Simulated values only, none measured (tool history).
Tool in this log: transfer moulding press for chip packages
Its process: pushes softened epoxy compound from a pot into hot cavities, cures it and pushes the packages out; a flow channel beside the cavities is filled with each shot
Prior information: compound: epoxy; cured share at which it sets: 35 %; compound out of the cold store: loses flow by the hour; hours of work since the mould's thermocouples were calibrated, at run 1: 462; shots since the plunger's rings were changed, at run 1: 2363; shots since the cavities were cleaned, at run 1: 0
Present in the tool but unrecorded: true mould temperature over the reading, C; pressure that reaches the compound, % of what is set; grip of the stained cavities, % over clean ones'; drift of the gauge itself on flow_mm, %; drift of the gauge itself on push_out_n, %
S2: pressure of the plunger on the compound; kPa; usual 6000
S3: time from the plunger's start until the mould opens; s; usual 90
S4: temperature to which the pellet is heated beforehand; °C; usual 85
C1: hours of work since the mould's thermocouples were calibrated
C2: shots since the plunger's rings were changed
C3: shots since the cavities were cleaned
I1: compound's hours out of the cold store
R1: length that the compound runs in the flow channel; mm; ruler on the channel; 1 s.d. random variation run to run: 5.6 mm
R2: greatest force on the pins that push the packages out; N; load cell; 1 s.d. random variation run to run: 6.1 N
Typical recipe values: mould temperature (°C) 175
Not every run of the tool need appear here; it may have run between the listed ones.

run 1 hour=0 | mould_temperature_(°C)=175 S2=6000 S3=90 S4=85 | C1=462 C2=2363 C3=0 | I1=13.8 | R1=805 R2=238
run 2 hour=62.5 | mould_temperature_(°C)=171 S2=6000 S3=90 S4=85 | C1=504 C2=3182 C3=819 | I1=34.9 | R1=744 R2=281
-- hour=77 cavities cleaned with cleaning compound and waxed
run 3 hour=126.7 | mould_temperature_(°C)=175 S2=6000 S3=90 S4=91 | C1=546 C2=4004 C3=651 | I1=33 | R1=735 R2=226
-- hour=154.2 cavities cleaned with cleaning compound and waxed
run 4 hour=185.5 | mould_temperature_(°C)=174 S2=6000 S3=90 S4=91 | C1=584 C2=4755 C3=411 | I1=29.5 | R1=739 R2=243
run 5 hour=221.5 | mould_temperature_(°C)=174 S2=6000 S3=90 S4=91 | C1=608 C2=5227 C3=883 | I1=42.6 | R1=699 R2=248
-- hour=231.3 cavities cleaned with cleaning compound and waxed
-- hour=261.9 plunger's sealing rings changed
run 6 hour=280.5 | mould_temperature_(°C)=174 S2=6000 S3=90 S4=91 | C1=644 C2=243 C3=611 | I1=35.5 | R1=731 R2=245
-- hour=312.6 cavities cleaned with cleaning compound and waxed
run 7 hour=338.4 | mould_temperature_(°C)=174 S2=6000 S3=90 S4=91 | C1=682 C2=983 C3=338 | I1=45.4 | R1=687 R2=237
-- hour=374.3 mould's thermocouples calibrated
-- hour=391.9 cavities cleaned with cleaning compound and waxed
run 8 hour=393.4 | mould_temperature_(°C)=174 S2=6000 S3=90 S4=91 | C1=12 C2=1658 C3=20 | I1=44 | R1=697 R2=225
run 9 hour=428.9 | mould_temperature_(°C)=174 S2=6000 S3=90 S4=91 | C1=35 C2=2123 C3=485 | I1=8.6 | R1=837 R2=260
-- hour=467.9 cavities cleaned with cleaning compound and waxed
run 10 hour=471 | mould_temperature_(°C)=177 S2=6000 S3=90 S4=91 | C1=63 C2=2655 C3=40 | I1=32.8 | R1=733 R2=213
run 11 hour=506.7 | mould_temperature_(°C)=177 S2=6000 S3=90 S4=91 | C1=86 C2=3124 C3=509 | I1=14.4 | R1=799 R2=227
-- hour=543.2 cavities cleaned with cleaning compound and waxed
run 12 hour=564.4 | mould_temperature_(°C)=177 S2=6000 S3=90 S4=91 | C1=124 C2=3860 C3=279 | I1=20.5 | R1=766 R2=215
run 13 hour=596.3 | mould_temperature_(°C)=175 S2=6000 S3=99 S4=85 | C1=145 C2=4278 C3=697 | I1=15.7 | R1=802 R2=226
-- hour=618.1 cavities cleaned with cleaning compound and waxed
run 14 hour=639.9 | mould_temperature_(°C)=175 S2=6000 S3=90 S4=85 | C1=173 C2=4830 C3=285 | I1=38.7 | R1=720 R2=233
-- hour=693.7 cavities cleaned with cleaning compound and waxed
run 15 hour=694.4 | mould_temperature_(°C)=174 S2=4600 S3=82 S4=82 | C1=209 C2=5524 C3=8 | I1=44.3 | R1=609 R2=283
-- hour=707.9 plunger's sealing rings changed
run 16 hour=731.1 | mould_temperature_(°C)=168 S2=5380 S3=80 S4=90 | C1=231 C2=304 C3=457 | I1=10.4 | R1=795 R2=518
-- hour=771.6 cavities cleaned with cleaning compound and waxed
run 17 hour=788 | mould_temperature_(°C)=182 S2=4980 S3=111 S4=78 | C1=268 C2=1030 C3=215 | I1=17.2 | R1=711 R2=206
run 18 hour=821.2 | mould_temperature_(°C)=176 S2=4980 S3=120 S4=78 | C1=291 C2=1466 C3=651 | I1=31.6 | R1=672 R2=197
-- hour=847.9 cavities cleaned with cleaning compound and waxed
run 19 hour=854.3 | mould_temperature_(°C)=176 S2=4980 S3=120 S4=78 | C1=312 C2=1879 C3=83 | I1=35.6 | R1=663 R2=194
run 20 hour=895.7 | mould_temperature_(°C)=170 S2=4750 S3=78 S4=91 | C1=339 C2=2422 C3=626 | I1=19.7 | R1=715 R2=433
-- hour=925.7 cavities cleaned with cleaning compound and waxed
run 21 hour=926.2 | mould_temperature_(°C)=170 S2=4750 S3=78 S4=91 | C1=359 C2=2802 C3=6 | I1=11.9 | R1=752 R2=446
run 22 hour=952.7 | mould_temperature_(°C)=169 S2=6580 S3=90 S4=85 | C1=376 C2=3150 C3=354 | I1=45.7 | R1=735 R2=304
-- hour=1000.7 cavities cleaned with cleaning compound and waxed
run 23 hour=1009.4 | mould_temperature_(°C)=176 S2=5170 S3=106 S4=95 | C1=413 C2=3873 C3=114 | I1=29.4 | R1=689 R2=201
run 24 hour=1040.5 | mould_temperature_(°C)=168 S2=7420 S3=112 S4=87 | C1=434 C2=4280 C3=521 | I1=39.9 | R1=809 R2=235
-- hour=1078.6 cavities cleaned with cleaning compound and waxed
run 25 hour=1082.5 | mould_temperature_(°C)=168 S2=7420 S3=112 S4=87 | C1=461 C2=4811 C3=51 | I1=15.2 | R1=916 R2=238
run 26 hour=1135.3 | mould_temperature_(°C)=181 S2=6730 S3=78 S4=76 | C1=496 C2=5503 C3=743 | I1=16.3 | R1=828 R2=233
-- hour=1151.1 plunger's sealing rings changed
-- hour=1157 cavities cleaned with cleaning compound and waxed
run 27 hour=1176.7 | mould_temperature_(°C)=177 S2=6000 S3=90 S4=85 | C1=521 C2=317 C3=258 | I1=20.4 | R1=789 R2=211
run 28 hour=1227.6 | mould_temperature_(°C)=177 S2=6000 S3=90 S4=85 | C1=555 C2=984 C3=925 | I1=32.6 | R1=721 R2=214

3 options for the next run, each taken on its own from the tool as it stands now. Forecast them:
-- hour=1232.5 cavities cleaned with cleaning compound and waxed
run A hour=1260.4 | mould_temperature_(°C)=177 S2=6920 S3=90 S4=85 | C1=576 C2=1394 C3=366 | I1=15.2 | R1=? R2=?
-- hour=1232.5 cavities cleaned with cleaning compound and waxed
run B hour=1260.4 | mould_temperature_(°C)=177 S2=5640 S3=90 S4=76 | C1=576 C2=1394 C3=366 | I1=21.3 | R1=? R2=?
-- hour=1232.5 cavities cleaned with cleaning compound and waxed
run C hour=1260.4 | mould_temperature_(°C)=175 S2=6000 S3=75 S4=93 | C1=576 C2=1394 C3=366 | I1=45.8 | R1=? R2=?

run=A R1=862 R2=214
run=B R1=764 R2=228
run=C R1=691 R2=318
Take away the tool's hidden state, keep each run's random variation, and the runs would have read:
run=A R1=862 R2=212
run=B R1=764 R2=226
run=C R1=692 R2=315
